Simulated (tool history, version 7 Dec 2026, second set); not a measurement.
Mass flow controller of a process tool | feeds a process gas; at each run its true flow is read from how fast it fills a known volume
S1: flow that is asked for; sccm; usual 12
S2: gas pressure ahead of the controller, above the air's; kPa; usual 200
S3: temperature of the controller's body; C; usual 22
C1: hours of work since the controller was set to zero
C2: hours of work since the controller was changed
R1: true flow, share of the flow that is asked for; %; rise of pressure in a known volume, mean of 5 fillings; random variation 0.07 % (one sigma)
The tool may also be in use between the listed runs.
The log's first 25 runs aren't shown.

{"run": 26, "hour": 6406.6, "S1": 12, "S2": 200, "S3": 35, "C1": 1980, "C2": 1980, "R1": 98.65}
{"run": 27, "hour": 6601.6, "S1": 2, "S2": 168, "S3": 22, "C1": 2112, "C2": 2112, "R1": 99.42}
{"run": 28, "hour": 6826.1, "S1": 3, "S2": 196, "S3": 22, "C1": 2265, "C2": 2265, "R1": 98.49}
{"run": 29, "hour": 7055.9, "S1": 14, "S2": 187, "S3": 23, "C1": 2422, "C2": 2422, "R1": 97.88}
{"run": 30, "hour": 7248.9, "S1": 14, "S2": 187, "S3": 23, "C1": 2553, "C2": 2553, "R1": 97.97}
{"run": 31, "hour": 7408.4, "S1": 14, "S2": 187, "S3": 23, "C1": 2662, "C2": 2662, "R1": 97.91}
{"run": 32, "hour": 7734.7, "S1": 2, "S2": 157, "S3": 28, "C1": 2884, "C2": 2884, "R1": 99.8}
{"run": 33, "hour": 7930.1, "S1": 2, "S2": 157, "S3": 28, "C1": 3017, "C2": 3017, "R1": 99.75}
{"run": 34, "hour": 8289.9, "S1": 2, "S2": 164, "S3": 38, "C1": 3262, "C2": 3262, "R1": 100.28}
{"run": 35, "hour": 8530.0, "S1": 2, "S2": 164, "S3": 38, "C1": 3426, "C2": 3426, "R1": 100.3}
{"run": 36, "hour": 8824.8, "S1": 2, "S2": 140, "S3": 37, "C1": 3627, "C2": 3627, "R1": 100.3}
{"run": 37, "hour": 9081.0, "S1": 9, "S2": 221, "S3": 28, "C1": 3801, "C2": 3801, "R1": 97.44}
{"run": 38, "hour": 9349.3, "S1": 9, "S2": 196, "S3": 28, "C1": 3984, "C2": 3984, "R1": 97.3}
{"run": 39, "hour": 9732.5, "S1": 9, "S2": 196, "S3": 28, "C1": 4245, "C2": 4245, "R1": 97.17}
{"run": 40, "hour": 10093.0, "S1": 9, "S2": 196, "S3": 28, "C1": 4491, "C2": 4491, "R1": 97.21}
{"run": 41, "hour": 10318.3, "S1": 12, "S2": 156, "S3": 22, "C1": 4644, "C2": 4644, "R1": 96.66}
{"run": 42, "hour": 10486.4, "S1": 12, "S2": 156, "S3": 22, "C1": 4758, "C2": 4758, "R1": 96.56}
{"run": 43, "hour": 10682.3, "S1": 3, "S2": 144, "S3": 22, "C1": 4892, "C2": 4892, "R1": 98.48}
{"run": 44, "hour": 11067.0, "S1": 6, "S2": 200, "S3": 36, "C1": 5154, "C2": 5154, "R1": 97.36}
{"run": 45, "hour": 11331.8, "S1": 17, "S2": 236, "S3": 22, "C1": 5334, "C2": 5334, "R1": 96.6}
{"hour": 11362.2, "done": "controller's zero set anew"}
{"run": 46, "hour": 11559.5, "S1": 20, "S2": 214, "S3": 38, "C1": 134, "C2": 5489, "R1": 96.57}

4 ways to go on from here, each from the tool as it stands after run 46. What would each give?
{"hour": 11700.3, "done": "controller exchanged for a calibrated one"}
{"run": "A", "hour": 11873.3, "S1": 10, "S2": 221, "S3": 38, "C1": 118, "C2": 118, "R1": "?"}
{"hour": 11700.3, "done": "controller exchanged for a calibrated one"}
{"run": "B", "hour": 11873.3, "S1": 8, "S2": 265, "S3": 25, "C1": 118, "C2": 118, "R1": "?"}
{"hour": 11700.3, "done": "controller exchanged for a calibrated one"}
{"run": "C", "hour": 11873.3, "S1": 5, "S2": 233, "S3": 31, "C1": 118, "C2": 118, "R1": "?"}
{"hour": 11700.3, "done": "controller exchanged for a calibrated one"}
{"run": "D", "hour": 11873.3, "S1": 7, "S2": 186, "S3": 38, "C1": 118, "C2": 118, "R1": "?"}

run=A R1=99.62
run=B R1=99.13
run=C R1=99.16
run=D R1=99.34
Without the tool's hidden state the same runs would have given:
run=A R1=99.73
run=B R1=99.20
run=C R1=99.11
run=D R1=99.38
